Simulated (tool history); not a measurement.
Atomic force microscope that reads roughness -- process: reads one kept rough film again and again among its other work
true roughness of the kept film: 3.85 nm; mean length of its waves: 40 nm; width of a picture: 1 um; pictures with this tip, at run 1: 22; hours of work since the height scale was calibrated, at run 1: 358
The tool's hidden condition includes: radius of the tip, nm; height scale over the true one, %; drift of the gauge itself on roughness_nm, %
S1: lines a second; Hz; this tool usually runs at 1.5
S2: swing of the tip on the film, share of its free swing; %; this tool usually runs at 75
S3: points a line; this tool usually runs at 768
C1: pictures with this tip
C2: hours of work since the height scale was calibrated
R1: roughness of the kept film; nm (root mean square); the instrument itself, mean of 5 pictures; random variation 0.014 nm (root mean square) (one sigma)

{"run": 1, "hour": 0.0, "S1": 1.5, "S2": 75, "S3": 768, "C1": 22, "C2": 358, "R1": 3.21}
{"run": 2, "hour": 31.3, "S1": 1.5, "S2": 75, "S3": 768, "C1": 97, "C2": 382, "R1": 2.929}
{"run": 3, "hour": 54.3, "S1": 0.59, "S2": 75, "S3": 768, "C1": 152, "C2": 399, "R1": 2.881}
{"run": 4, "hour": 88.1, "S1": 0.59, "S2": 75, "S3": 768, "C1": 233, "C2": 424, "R1": 2.699}
{"hour": 98.7, "done": "new tip fitted"}
{"run": 5, "hour": 110.2, "S1": 1.5, "S2": 75, "S3": 261, "C1": 28, "C2": 440, "R1": 3.157}
{"run": 6, "hour": 144.3, "S1": 1.5, "S2": 75, "S3": 740, "C1": 109, "C2": 465, "R1": 2.918}
{"run": 7, "hour": 170.7, "S1": 1.5, "S2": 75, "S3": 740, "C1": 172, "C2": 485, "R1": 2.729}
{"run": 8, "hour": 195.0, "S1": 1.5, "S2": 75, "S3": 503, "C1": 230, "C2": 503, "R1": 2.587}
{"hour": 204.6, "done": "new tip fitted"}
{"run": 9, "hour": 222.0, "S1": 1.5, "S2": 75, "S3": 503, "C1": 42, "C2": 523, "R1": 3.139}
{"run": 10, "hour": 239.0, "S1": 1.5, "S2": 75, "S3": 503, "C1": 82, "C2": 536, "R1": 3.01}
{"run": 11, "hour": 259.5, "S1": 1.5, "S2": 75, "S3": 503, "C1": 131, "C2": 551, "R1": 2.864}
{"hour": 263.4, "done": "height scale calibrated on a step standard"}
{"run": 12, "hour": 290.9, "S1": 1.5, "S2": 75, "S3": 768, "C1": 204, "C2": 21, "R1": 2.685}
{"hour": 312.6, "done": "new tip fitted"}
{"run": 13, "hour": 319.4, "S1": 1.5, "S2": 75, "S3": 768, "C1": 16, "C2": 41, "R1": 3.176}
{"hour": 325.6, "done": "height scale calibrated on a step standard, once more"}
{"run": 14, "hour": 356.5, "S1": 1.5, "S2": 75, "S3": 768, "C1": 102, "C2": 23, "R1": 2.93}
{"run": 15, "hour": 373.7, "S1": 1.5, "S2": 75, "S3": 768, "C1": 143, "C2": 36, "R1": 2.825}
{"run": 16, "hour": 394.8, "S1": 1.5, "S2": 75, "S3": 768, "C1": 194, "C2": 52, "R1": 2.678}
{"hour": 421.0, "done": "new tip fitted"}
{"run": 17, "hour": 424.0, "S1": 1.5, "S2": 75, "S3": 597, "C1": 8, "C2": 73, "R1": 3.23}
{"run": 18, "hour": 459.3, "S1": 1.5, "S2": 75, "S3": 597, "C1": 92, "C2": 99, "R1": 2.965}
{"run": 19, "hour": 487.7, "S1": 1.5, "S2": 75, "S3": 768, "C1": 160, "C2": 120, "R1": 2.766}
{"run": 20, "hour": 519.9, "S1": 1.5, "S2": 75, "S3": 768, "C1": 237, "C2": 144, "R1": 2.539}
{"hour": 527.5, "done": "new tip fitted"}
{"run": 21, "hour": 552.3, "S1": 1.5, "S2": 60, "S3": 768, "C1": 59, "C2": 168, "R1": 3.208}
{"run": 22, "hour": 586.4, "S1": 0.54, "S2": 79, "S3": 257, "C1": 140, "C2": 194, "R1": 2.911}
{"run": 23, "hour": 619.2, "S1": 1.5, "S2": 84, "S3": 757, "C1": 219, "C2": 218, "R1": 2.534}
{"hour": 633.0, "done": "new tip fitted"}
{"run": 24, "hour": 636.7, "S1": 3.79, "S2": 67, "S3": 617, "C1": 9, "C2": 231, "R1": 3.089}
{"run": 25, "hour": 653.8, "S1": 2.12, "S2": 60, "S3": 617, "C1": 50, "C2": 243, "R1": 3.173}
{"run": 26, "hour": 689.5, "S1": 2.12, "S2": 56, "S3": 437, "C1": 135, "C2": 270, "R1": 2.935}
{"run": 27, "hour": 712.7, "S1": 2.56, "S2": 55, "S3": 444, "C1": 190, "C2": 287, "R1": 2.76}
{"run": 28, "hour": 729.0, "S1": 2.56, "S2": 55, "S3": 444, "C1": 229, "C2": 299, "R1": 2.68}
{"hour": 739.0, "done": "new tip fitted"}
{"run": 29, "hour": 746.3, "S1": 0.81, "S2": 75, "S3": 803, "C1": 17, "C2": 312, "R1": 3.276}
{"run": 30, "hour": 773.4, "S1": 2.28, "S2": 75, "S3": 379, "C1": 82, "C2": 332, "R1": 2.91}
{"run": 31, "hour": 799.5, "S1": 0.58, "S2": 84, "S3": 386, "C1": 145, "C2": 352, "R1": 2.91}
{"run": 32, "hour": 820.1, "S1": 1.5, "S2": 65, "S3": 768, "C1": 194, "C2": 367, "R1": 2.78}
{"hour": 845.9, "done": "new tip fitted"}
{"run": 33, "hour": 853.4, "S1": 1.5, "S2": 65, "S3": 768, "C1": 18, "C2": 391, "R1": 3.319}
{"run": 34, "hour": 878.8, "S1": 1.5, "S2": 65, "S3": 768, "C1": 79, "C2": 410, "R1": 3.106}

Run 35 has not been measured yet. What should we expect?
{"run": 35, "hour": 913.8, "S1": 1.67, "S2": 61, "S3": 329, "C1": 163, "C2": 436, "R1": "?"}

{"run 35": {"R1": 2.848}}
Had the tool carried no hidden state, the very same run would have given R1 3.393 nm (root mean square).

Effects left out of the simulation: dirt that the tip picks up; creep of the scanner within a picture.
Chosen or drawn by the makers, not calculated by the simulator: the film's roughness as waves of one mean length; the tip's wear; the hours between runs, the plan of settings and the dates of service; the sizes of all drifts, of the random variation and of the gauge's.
